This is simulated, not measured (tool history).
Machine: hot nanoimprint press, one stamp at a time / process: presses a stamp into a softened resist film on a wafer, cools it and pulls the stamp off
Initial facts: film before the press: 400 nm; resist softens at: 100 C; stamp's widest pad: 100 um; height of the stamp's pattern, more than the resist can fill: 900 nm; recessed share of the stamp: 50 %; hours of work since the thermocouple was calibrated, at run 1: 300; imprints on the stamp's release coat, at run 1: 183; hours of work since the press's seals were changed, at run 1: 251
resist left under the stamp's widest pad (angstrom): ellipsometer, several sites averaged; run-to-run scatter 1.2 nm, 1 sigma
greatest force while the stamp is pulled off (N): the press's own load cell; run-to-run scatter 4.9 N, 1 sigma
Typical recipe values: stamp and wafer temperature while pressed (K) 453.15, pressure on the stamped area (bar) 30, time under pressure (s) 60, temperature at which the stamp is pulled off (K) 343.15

run    hour  stamp and wafer temperature while pressed (K)  pressure on the stamped area (bar)  time under pressure (s)  temperature at which the stamp is pulled off (K)  hours of work since the thermocouple was calibrated  imprints on the stamp's release coat  hours of work since the press's seals were changed  resist left under the stamp's widest pad (angstrom)  greatest force while the stamp is pulled off (N)
  1       0                                         453.15                                  30                       60                                            343.15                                                  300                                   183                                                 251                                                 1814                                               243
  2    42.4                                         463.15                                  30                       60                                            343.15                                                  328                                   367                                                 278                                                 1296                                               258
  3    97.9                                         453.15                                  30                       35                                            343.15                                                  364                                   607                                                 315                                                 2210                                               274
      119.6  -- stamp cleaned and given a new release coat
  4   129.6                                         453.15                                  30                       35                                            343.15                                                  381                                    43                                                 332                                                 2182                                               222
  5   169.6                                         453.15                                  30                       35                                            343.15                                                  407                                   217                                                 358                                                 2172                                               231
  6   199.4                                         453.15                                  30                       35                                            343.15                                                  427                                   346                                                 377                                                 2181                                               244
  7   232.7                                         453.15                                  30                       35                                            343.15                                                  449                                   490                                                 399                                                 2187                                               261
        280  -- stamp cleaned and given a new release coat
  8     280                                         453.15                                  30                       60                                            343.15                                                  476                                     0                                                 426                                                 1740                                               220
  9   311.8                                         453.15                                  30                       60                                            343.15                                                  496                                   138                                                 447                                                 1767                                               227
 10   368.1                                         453.15                                  30                      111                                            343.15                                                  533                                   381                                                 484                                                 1368                                               241
 11   409.9                                         453.15                                  30                       86                                            343.15                                                  561                                   562                                                 511                                                 1499                                               250
      430.7  -- plate thermocouple calibrated
      442.8  -- stamp cleaned and given a new release coat
 12   460.9                                         453.15                                  30                       86                                            343.15                                                   16                                    78                                                 539                                                 1657                                               238
 13   518.7                                         453.15                                22.1                       86                                            343.15                                                   54                                   328                                                 577                                                 1875                                               267
 14   555.7                                         453.15                                22.1                       86                                            343.15                                                   78                                   488                                                 601                                                 1834                                               280
 15   588.3                                         453.15                                22.1                       86                                            343.15                                                   99                                   629                                                 622                                                 1849                                               283
      602.3  -- stamp cleaned and given a new release coat
 16   644.9                                         460.15                                22.1                       75                                            343.15                                                  132                                   184                                                 655                                                 1530                                               257
 17   692.9                                         453.15                                  30                       30                                            342.15                                                  164                                   393                                                 687                                                 2404                                               265
 18   748.5                                         444.15                                19.4                       61                                            342.15                                                  200                                   633                                                 723                                                 2759                                               292
      764.5  -- stamp cleaned and given a new release coat
 19     788                                         450.15                                24.2                       60                                            342.15                                                  222                                   101                                                 745                                                 2205                                               238
 20   848.3                                         450.15                                24.2                       44                                            343.15                                                  262                                   362                                                 785                                                 2427                                               252
 21   909.3                                         450.15                                24.2                       44                                            343.15                                                  302                                   626                                                 825                                                 2394                                               270
      923.1  -- stamp cleaned and given a new release coat
 22   943.1                                         453.15                                37.1                       60                                            343.15                                                  320                                    86                                                 843                                                 1695                                               222
 23   980.2                                         453.15                                37.1                       60                                            343.15                                                  344                                   247                                                 867                                                 1669                                               240
 24  1028.6                                         453.15                                  30                      103                                            343.15                                                  376                                   457                                                 899                                                 1463                                               261
 25  1053.6                                         453.15                                35.5                       60                                            335.15                                                  392                                   565                                                 915                                                 1700                                               317
       1083  -- stamp cleaned and given a new release coat
 26  1097.4                                         463.15                                18.5                       62                                            339.15                                                  417                                    63                                                 940                                                 1556                                               261
 27  1129.2                                         463.15                                18.5                       56                                            336.15                                                  438                                   200                                                 961                                                 1605                                               293
 28    1186                                         463.15                                18.5                       56                                            336.15                                                  475                                   446                                                 998                                                 1607                                               304
 29  1229.5                                         463.15                                18.5                       41                                            343.15                                                  504                                   634                                                1026                                                 1821                                               270
     1243.7  -- stamp cleaned and given a new release coat
 30  1261.2                                         463.15                                18.5                       41                                            343.15                                                  520                                    76                                                1043                                                 1805                                               226

Here are 4 independent what-if runs from the current tool condition. What would each one return?
  A  1293                                         456.15                                  45                       60                                            342.15                                                  541                                   213                                                1064                                                    ?                                                 ?
  B  1293                                         463.15                                18.5                       89                                            343.15                                                  541                                   213                                                1064                                                    ?                                                 ?
  C  1293                                         461.15                                  18                       98                                            343.15                                                  541                                   213                                                1064                                                    ?                                                 ?
  D  1293                                         442.15                                  19                       64                                            343.15                                                  541                                   213                                                1064                                                    ?                                                 ?

run  resist left under the stamp's widest pad (angstrom)  greatest force while the stamp is pulled off (N)
  A                                                 1368                                               243
  B                                                 1311                                               228
  C                                                 1375                                               245
  D                                                 2765                                               232
Stripped of hidden state, with their random variation kept, the same runs would have yielded:
run  resist left under the stamp's widest pad (angstrom)  greatest force while the stamp is pulled off (N)
  A                                                 1445                                               246
  B                                                 1411                                               232
  C                                                 1482                                               248
  D                                                 2923                                               236
